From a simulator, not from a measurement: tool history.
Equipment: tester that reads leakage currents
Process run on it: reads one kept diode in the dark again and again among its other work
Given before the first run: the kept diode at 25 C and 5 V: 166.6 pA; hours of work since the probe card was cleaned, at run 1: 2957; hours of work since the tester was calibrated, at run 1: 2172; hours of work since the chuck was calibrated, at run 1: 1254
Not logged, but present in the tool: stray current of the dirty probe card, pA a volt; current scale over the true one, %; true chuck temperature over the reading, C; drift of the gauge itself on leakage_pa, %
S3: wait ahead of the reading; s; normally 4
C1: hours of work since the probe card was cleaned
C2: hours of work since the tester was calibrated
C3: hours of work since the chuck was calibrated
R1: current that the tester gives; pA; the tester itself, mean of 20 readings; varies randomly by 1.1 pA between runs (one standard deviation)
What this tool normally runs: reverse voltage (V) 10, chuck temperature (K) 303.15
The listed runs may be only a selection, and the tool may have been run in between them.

run 1 hour=0 | reverse_voltage_(V)=10 chuck_temperature_(K)=303.15 S3=4 | C1=2957 C2=2172 C3=1254 | R1=363.78
run 2 hour=43.7 | reverse_voltage_(V)=10 chuck_temperature_(K)=303.15 S3=4 | C1=2982 C2=2197 C3=1279 | R1=365.74
run 3 hour=98.4 | reverse_voltage_(V)=10 chuck_temperature_(K)=303.15 S3=4 | C1=3013 C2=2228 C3=1309 | R1=365.29
run 4 hour=138.4 | reverse_voltage_(V)=10 chuck_temperature_(K)=303.15 S3=4 | C1=3035 C2=2250 C3=1332 | R1=365.66
run 5 hour=198.9 | reverse_voltage_(V)=10 chuck_temperature_(K)=303.15 S3=4 | C1=3069 C2=2285 C3=1366 | R1=364.86
run 6 hour=288 | reverse_voltage_(V)=10 chuck_temperature_(K)=303.15 S3=4 | C1=3119 C2=2335 C3=1416 | R1=364.67
run 7 hour=376.8 | reverse_voltage_(V)=10 chuck_temperature_(K)=303.15 S3=4 | C1=3170 C2=2385 C3=1467 | R1=363.96
run 8 hour=459.8 | reverse_voltage_(V)=10 chuck_temperature_(K)=303.15 S3=4 | C1=3216 C2=2432 C3=1513 | R1=365.42
run 9 hour=537.8 | reverse_voltage_(V)=10 chuck_temperature_(K)=303.15 S3=4 | C1=3260 C2=2476 C3=1557 | R1=364.66
run 10 hour=577.7 | reverse_voltage_(V)=10 chuck_temperature_(K)=303.15 S3=4 | C1=3283 C2=2498 C3=1580 | R1=365.05
run 11 hour=625.7 | reverse_voltage_(V)=10 chuck_temperature_(K)=303.15 S3=4 | C1=3310 C2=2525 C3=1607 | R1=365.06
run 12 hour=700.1 | reverse_voltage_(V)=10 chuck_temperature_(K)=303.15 S3=4 | C1=3352 C2=2567 C3=1649 | R1=364.31
run 13 hour=759.6 | reverse_voltage_(V)=10 chuck_temperature_(K)=303.15 S3=4 | C1=3386 C2=2601 C3=1683 | R1=365.97
run 14 hour=804.3 | reverse_voltage_(V)=10 chuck_temperature_(K)=303.15 S3=4 | C1=3411 C2=2626 C3=1708 | R1=364.1
-- hour=876.4 chuck's temperature calibrated
run 15 hour=892.3 | reverse_voltage_(V)=10 chuck_temperature_(K)=303.15 S3=4 | C1=3459 C2=2675 C3=9 | R1=364.04
run 16 hour=940 | reverse_voltage_(V)=10 chuck_temperature_(K)=303.15 S3=4 | C1=3486 C2=2702 C3=36 | R1=364.82
run 17 hour=1032.6 | reverse_voltage_(V)=10 chuck_temperature_(K)=303.15 S3=4 | C1=3539 C2=2754 C3=88 | R1=363.92
run 18 hour=1088 | reverse_voltage_(V)=10 chuck_temperature_(K)=303.15 S3=4 | C1=3570 C2=2785 C3=119 | R1=364.98
-- hour=1104.2 probe card cleaned and baked
run 19 hour=1165.1 | reverse_voltage_(V)=10 chuck_temperature_(K)=303.15 S3=4 | C1=34 C2=2827 C3=161 | R1=361.96
run 20 hour=1219.2 | reverse_voltage_(V)=1.3 chuck_temperature_(K)=301.15 S3=2.24 | C1=65 C2=2857 C3=192 | R1=93.94
run 21 hour=1273.6 | reverse_voltage_(V)=1.3 chuck_temperature_(K)=301.15 S3=2.24 | C1=96 C2=2888 C3=222 | R1=93.91
run 22 hour=1321.5 | reverse_voltage_(V)=1.3 chuck_temperature_(K)=301.15 S3=2.24 | C1=123 C2=2915 C3=249 | R1=93.96
run 23 hour=1392.3 | reverse_voltage_(V)=1.3 chuck_temperature_(K)=314.15 S3=7.65 | C1=163 C2=2955 C3=289 | R1=233.87
run 24 hour=1456.4 | reverse_voltage_(V)=1.3 chuck_temperature_(K)=314.15 S3=7.65 | C1=199 C2=2991 C3=326 | R1=234.76
run 25 hour=1543.1 | reverse_voltage_(V)=1.9 chuck_temperature_(K)=321.15 S3=0.55 | C1=248 C2=3040 C3=375 | R1=466.75
run 26 hour=1624.1 | reverse_voltage_(V)=1.5 chuck_temperature_(K)=303.15 S3=4 | C1=293 C2=3086 C3=420 | R1=118.24
run 27 hour=1683.1 | reverse_voltage_(V)=1.5 chuck_temperature_(K)=303.15 S3=4 | C1=327 C2=3119 C3=454 | R1=118.19
run 28 hour=1779 | reverse_voltage_(V)=4.2 chuck_temperature_(K)=296.15 S3=1.94 | C1=381 C2=3173 C3=508 | R1=129.53
run 29 hour=1860.7 | reverse_voltage_(V)=3.5 chuck_temperature_(K)=296.15 S3=1.94 | C1=427 C2=3219 C3=554 | R1=116.75
run 30 hour=1928.1 | reverse_voltage_(V)=3.5 chuck_temperature_(K)=296.15 S3=1.94 | C1=465 C2=3258 C3=592 | R1=116.22
run 31 hour=1985.1 | reverse_voltage_(V)=3.5 chuck_temperature_(K)=316.15 S3=4 | C1=497 C2=3290 C3=624 | R1=483.56
run 32 hour=2051 | reverse_voltage_(V)=3.5 chuck_temperature_(K)=316.15 S3=4 | C1=534 C2=3327 C3=661 | R1=483.83
run 33 hour=2134.1 | reverse_voltage_(V)=3.5 chuck_temperature_(K)=316.15 S3=4 | C1=581 C2=3374 C3=708 | R1=482.22

Here are 3 independent what-if runs from the current tool condition. What would each one return?
run A hour=2221.3 | reverse_voltage_(V)=1.2 chuck_temperature_(K)=295.15 S3=3.19 | C1=630 C2=3423 C3=757 | R1=?
run B hour=2221.3 | reverse_voltage_(V)=3 chuck_temperature_(K)=326.15 S3=4 | C1=630 C2=3423 C3=757 | R1=?
run C hour=2221.3 | reverse_voltage_(V)=3.5 chuck_temperature_(K)=316.15 S3=3.29 | C1=630 C2=3423 C3=757 | R1=?

run=A R1=57.09
run=B R1=848.67
run=C R1=484.95
Without the tool's hidden state the same runs would have given:
run=A R1=57.06
run=B R1=848.37
run=C R1=484.77
